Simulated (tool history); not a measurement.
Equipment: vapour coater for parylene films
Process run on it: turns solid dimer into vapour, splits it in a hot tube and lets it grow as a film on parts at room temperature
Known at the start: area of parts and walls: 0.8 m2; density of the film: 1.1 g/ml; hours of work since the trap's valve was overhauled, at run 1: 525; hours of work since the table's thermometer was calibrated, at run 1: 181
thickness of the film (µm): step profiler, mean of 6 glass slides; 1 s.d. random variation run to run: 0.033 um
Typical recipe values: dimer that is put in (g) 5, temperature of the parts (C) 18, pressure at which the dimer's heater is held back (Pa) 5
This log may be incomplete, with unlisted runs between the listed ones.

run   hour  dimer that is put in (g)  temperature of the parts (C)  pressure at which the dimer's heater is held back (Pa)  hours of work since the trap's valve was overhauled  hours of work since the table's thermometer was calibrated  thickness of the film (µm)
  1      0                         5                            18                                                       5                                                  525                                                         181                        3.05
  2   12.8                         2                            18                                                       5                                                  535                                                         191                        1.23
  3   29.9                         2                            24                                                       5                                                  548                                                         204                        0.98
  4   40.7                         5                            18                                                       5                                                  556                                                         213                        3.06
  5   50.5                         5                            18                                                       5                                                  563                                                         220                        2.92
  6   69.2                         5                            18                                                       5                                                  578                                                         234                        2.95
  7   77.4                         5                            18                                                       5                                                  584                                                         241                        3.03
  8   94.4                         5                            18                                                       5                                                  597                                                         254                        2.99
  9    109                         5                            17                                                       5                                                  608                                                         265                        3.17
 10  121.9                         3                            24                                                       5                                                  618                                                         275                        1.38
     127.1  -- trap's valve overhauled
 11  134.8                         3                            11                                                       5                                                    6                                                         281                         2.4
 12  151.4                         3                            11                                                       5                                                   19                                                         294                        2.34
 13  160.3                         8                            12                                                    7.83                                                   25                                                         301                        5.54
     178.3  -- trap's valve overhauled, once more
 14  178.5                         8                            12                                                    7.83                                                    0                                                         312                        5.94
 15  187.9                         8                            12                                                    7.83                                                    7                                                         319                        5.95
 16  200.1                         3                            12                                                    3.96                                                   17                                                         328                        2.54
 17  214.9                         8                            18                                                    4.47                                                   28                                                         339                         5.2
 18  230.4                         7                            11                                                     9.1                                                   40                                                         351                        5.28

Here are 4 independent what-if runs from the current tool condition. What would each one return?
  A  238.6                         3                            18                                                       5                                                   46                                                         358                           ?
  B  238.6                         5                            27                                                       5                                                   46                                                         358                           ?
  C  238.6                         5                            18                                                    2.85                                                   46                                                         358                           ?
  D  238.6                         5                            28                                                    2.33                                                   46                                                         358                           ?

run  thickness of the film (µm)
  A                        1.91
  B                        2.13
  C                        3.56
  D                        2.37
The same runs, with their run-to-run variation unchanged, on a tool lacking any hidden condition would have given:
run  thickness of the film (µm)
  A                        1.98
  B                        2.22
  C                         3.7
  D                        2.46

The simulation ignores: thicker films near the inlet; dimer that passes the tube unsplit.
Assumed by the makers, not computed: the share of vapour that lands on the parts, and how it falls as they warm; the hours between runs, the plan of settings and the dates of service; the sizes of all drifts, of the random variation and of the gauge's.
